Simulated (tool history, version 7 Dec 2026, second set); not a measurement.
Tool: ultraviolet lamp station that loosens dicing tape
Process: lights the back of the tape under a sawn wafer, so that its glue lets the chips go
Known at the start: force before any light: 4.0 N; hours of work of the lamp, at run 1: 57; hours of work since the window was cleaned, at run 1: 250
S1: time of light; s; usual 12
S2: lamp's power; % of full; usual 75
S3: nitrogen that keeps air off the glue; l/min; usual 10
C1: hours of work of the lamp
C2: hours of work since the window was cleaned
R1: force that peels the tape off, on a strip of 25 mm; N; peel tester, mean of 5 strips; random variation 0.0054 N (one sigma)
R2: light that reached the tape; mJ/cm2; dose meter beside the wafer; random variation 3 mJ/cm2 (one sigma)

| run | hour | S1 | S2 | S3 | C1 | C2 | R1 | R2 |
|---|---|---|---|---|---|---|---|---|
| 1 | 0.0 | 12 | 75 | 10 | 57 | 250 | 0.137 | 406 |
| 2 | 8.5 | 12 | 75 | 10 | 63 | 256 | 0.127 | 397 |
| 3 | 18.9 | 12 | 75 | 10 | 70 | 263 | 0.133 | 401 |
| 4 | 32.2 | 12 | 75 | 5 | 79 | 273 | 0.219 | 397 |
| 5 | 41.9 | 12 | 75 | 10 | 86 | 279 | 0.137 | 395 |
| 6 | 54.5 | 12 | 75 | 10 | 95 | 288 | 0.134 | 393 |
| 7 | 67.4 | 12 | 75 | 18 | 104 | 297 | 0.095 | 394 |
| 8 | 82.0 | 12 | 75 | 10 | 115 | 308 | 0.143 | 392 |
| 9 | 94.8 | 12 | 75 | 10 | 124 | 317 | 0.135 | 395 |
| 10 | 107.3 | 12 | 75 | 10 | 132 | 326 | 0.150 | 389 |
| 11 | 123.6 | 12 | 68 | 10 | 144 | 337 | 0.181 | 352 |
| 12 | 133.3 | 12 | 75 | 10 | 151 | 344 | 0.139 | 386 |
| 13 | 143.4 | 12 | 75 | 13 | 158 | 351 | 0.118 | 377 |
| 14 | 151.1 | 12 | 75 | 13 | 163 | 356 | 0.125 | 382 |
| 15 | 168.2 | 12 | 89 | 10 | 175 | 369 | 0.105 | 452 |
| 16 | 180.2 | 12 | 75 | 10 | 184 | 377 | 0.157 | 378 |
| 17 | 196.4 | 7 | 75 | 10 | 195 | 388 | 0.501 | 220 |
| 18 | 204.0 | 10 | 75 | 10 | 201 | 394 | 0.233 | 310 |
| 19 | 212.7 | 12 | 65 | 10 | 207 | 400 | 0.225 | 321 |
| 20 | 226.2 | 12 | 75 | 14 | 216 | 409 | 0.131 | 373 |
| 21 | 234.8 | 12 | 75 | 14 | 222 | 416 | 0.140 | 370 |
| 22 | 244.2 | 12 | 99 | 3 | 229 | 422 | 0.239 | 491 |
|  | 247.8 | window cleaned of glue's vapour |
| 23 | 261.6 | 12 | 99 | 3 | 241 | 10 | 0.162 | 556 |
| 24 | 277.2 | 12 | 99 | 3 | 252 | 21 | 0.170 | 541 |
| 25 | 287.2 | 7 | 74 | 4 | 259 | 28 | 0.739 | 240 |
| 26 | 294.7 | 12 | 75 | 19 | 264 | 33 | 0.088 | 420 |
| 27 | 304.1 | 12 | 61 | 5 | 271 | 40 | 0.346 | 341 |
| 28 | 318.9 | 18 | 61 | 16 | 281 | 50 | 0.073 | 505 |
| 29 | 327.3 | 8 | 80 | 7 | 287 | 56 | 0.354 | 294 |
| 30 | 338.4 | 23 | 95 | 10 | 295 | 64 | 0.058 | 997 |
| 31 | 345.8 | 23 | 95 | 10 | 300 | 69 | 0.064 | 999 |
| 32 | 356.5 | 12 | 75 | 12 | 308 | 77 | 0.125 | 406 |
| 33 | 367.9 | 12 | 75 | 12 | 316 | 85 | 0.108 | 408 |
| 34 | 380.1 | 14 | 69 | 4 | 325 | 93 | 0.230 | 431 |
| 35 | 396.5 | 15 | 62 | 10 | 336 | 105 | 0.122 | 412 |
| 36 | 404.9 | 8 | 62 | 10 | 342 | 111 | 0.485 | 220 |
| 37 | 419.7 | 8 | 62 | 10 | 353 | 121 | 0.503 | 223 |
| 38 | 435.5 | 11 | 74 | 10 | 364 | 132 | 0.177 | 357 |
| 39 | 452.4 | 12 | 75 | 13 | 376 | 144 | 0.115 | 399 |
| 40 | 466.1 | 12 | 75 | 13 | 385 | 154 | 0.116 | 390 |
| 41 | 474.8 | 24 | 83 | 3 | 391 | 160 | 0.076 | 862 |

Measured less the same run without the tool's hidden state. The same run-to-run variation is in both; the gauge's scatter may not be:
The hidden state here: lamp's light, % of a new lamp's; light that the window lets through, % of a clean one's; drift of the gauge itself on peel_n, %; drift of the gauge itself on dose_mj_cm2, %.
| run | R1 | R2 |
|---|---|---|
| 1 | +0.023 | -40 |
| 2 | +0.023 | -40 |
| 3 | +0.024 | -42 |
| 4 | +0.049 | -44 |
| 5 | +0.027 | -46 |
| 6 | +0.028 | -48 |
| 7 | +0.016 | -50 |
| 8 | +0.032 | -52 |
| 9 | +0.033 | -55 |
| 10 | +0.035 | -56 |
| 11 | +0.049 | -53 |
| 12 | +0.038 | -60 |
| 13 | +0.029 | -60 |
| 14 | +0.030 | -62 |
| 15 | +0.023 | -77 |
| 16 | +0.044 | -66 |
| 17 | +0.146 | -39 |
| 18 | +0.077 | -57 |
| 19 | +0.070 | -61 |
| 20 | +0.035 | -73 |
| 21 | +0.037 | -74 |
| 22 | +0.081 | -100 |
| 23 | +0.019 | -31 |
| 24 | +0.020 | -33 |
| 25 | +0.072 | -16 |
| 26 | +0.007 | -28 |
| 27 | +0.049 | -24 |
| 28 | +0.005 | -38 |
| 29 | +0.053 | -23 |
| 30 | +0.000 | -83 |
| 31 | +0.000 | -86 |
| 32 | +0.018 | -37 |
| 33 | +0.017 | -38 |
| 34 | +0.045 | -43 |
| 35 | +0.021 | -43 |
| 36 | +0.092 | -24 |
| 37 | +0.099 | -25 |
| 38 | +0.038 | -43 |
| 39 | +0.023 | -51 |
| 40 | +0.024 | -52 |
| 41 | +0.007 | -118 |
